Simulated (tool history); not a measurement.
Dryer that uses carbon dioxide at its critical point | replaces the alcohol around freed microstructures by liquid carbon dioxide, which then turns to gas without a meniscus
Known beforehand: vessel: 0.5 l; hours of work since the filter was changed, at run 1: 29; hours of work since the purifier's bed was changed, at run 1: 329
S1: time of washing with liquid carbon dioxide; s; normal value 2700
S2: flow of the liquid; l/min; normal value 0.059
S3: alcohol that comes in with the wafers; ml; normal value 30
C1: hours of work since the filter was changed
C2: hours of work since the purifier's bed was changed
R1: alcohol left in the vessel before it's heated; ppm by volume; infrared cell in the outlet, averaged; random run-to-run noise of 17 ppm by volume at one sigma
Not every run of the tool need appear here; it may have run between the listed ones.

Run 1, hour 0: usual settings; C1 29; C2 329. Result: R1 1233 ppm by volume.
Run 2, hour 28.3: usual settings; C1 46; C2 346. Result: R1 1236 ppm by volume.
Run 3, hour 50.8: usual settings; C1 60; C2 360. Result: R1 1267 ppm by volume.
Run 4, hour 67: usual settings; C1 69; C2 369. Result: R1 1301 ppm by volume.
Run 5, hour 82.7: usual settings; C1 79; C2 379. Result: R1 1317 ppm by volume.
Run 6, hour 117.5: usual settings; C1 100; C2 400. Result: R1 1302 ppm by volume.
Run 7, hour 141.2: usual settings; C1 114; C2 414. Result: R1 1335 ppm by volume.
Run 8, hour 170.5: usual settings; C1 131; C2 431. Result: R1 1401 ppm by volume.
Run 9, hour 198.2: usual settings but S1 2640 s; C1 148; C2 448. Result: R1 1483 ppm by volume.
Run 10, hour 216.6: usual settings but S3 22 ml; C1 159; C2 459. Result: R1 1063 ppm by volume.
Run 11, hour 241: usual settings but S3 22 ml; C1 173; C2 473. Result: R1 1075 ppm by volume.
Run 12, hour 269.4: usual settings; C1 190; C2 490. Result: R1 1494 ppm by volume.
Run 13, hour 287: usual settings; C1 201; C2 501. Result: R1 1513 ppm by volume.
Run 14, hour 312.4: usual settings but S1 1920 s, S2 0.0844 l/min, S3 98 ml; C1 216; C2 516. Result: R1 4350 ppm by volume.
Run 15, hour 328.3: usual settings but S1 3240 s, S2 0.0844 l/min, S3 52 ml; C1 225; C2 526. Result: R1 238 ppm by volume.
Run 16, hour 347.6: usual settings but S1 3180 s, S2 0.0377 l/min, S3 26 ml; C1 237; C2 537. Result: R1 3395 ppm by volume.
Run 17, hour 368.1: usual settings but S1 2040 s, S2 0.045 l/min, S3 44 ml; C1 249; C2 549. Result: R1 10710 ppm by volume.
Run 18, hour 393.4: usual settings but S2 0.0657 l/min, S3 24 ml; C1 264; C2 564. Result: R1 859 ppm by volume.
Run 19, hour 423.5: usual settings but S1 2340 s, S2 0.0458 l/min, S3 69 ml; C1 282; C2 582. Result: R1 12188 ppm by volume.
Run 20, hour 442.6: usual settings but S1 2940 s, S2 0.0977 l/min, S3 69 ml; C1 294; C2 594. Result: R1 250 ppm by volume.
Run 21, hour 460.6: usual settings but S1 2880 s, S2 0.0488 l/min, S3 29 ml; C1 305; C2 605. Result: R1 2479 ppm by volume.
Run 22, hour 478.7: usual settings but S1 2880 s, S2 0.038 l/min, S3 45 ml; C1 315; C2 615. Result: R1 7911 ppm by volume.
Run 23, hour 500.1: usual settings but S1 2880 s, S2 0.0544 l/min, S3 24 ml; C1 328; C2 628. Result: R1 1521 ppm by volume.
Run 24, hour 519.1: usual settings but S1 2880 s, S2 0.0544 l/min, S3 24 ml; C1 339; C2 639. Result: R1 1513 ppm by volume.

Run by run, hidden condition taken away, random variation retained:
Hidden conditions of the tool in this case: flow that reaches the vessel past the clogged filter, %; alcohol in the recycled carbon dioxide, ppm; drift of the gauge itself on alcohol_ppm, %.
run    R1
  1  1126
  2  1106
  3  1115
  4  1133
  5  1133
  6  1091
  7  1102
  8  1133
  9  1183
 10   819
 11   814
 12  1125
 13  1128
 14  3257
 15   106
 16  2685
 17  8952
 18   550
 19  9659
 20    86
 21  1740
 22  6065
 23   976
 24   961
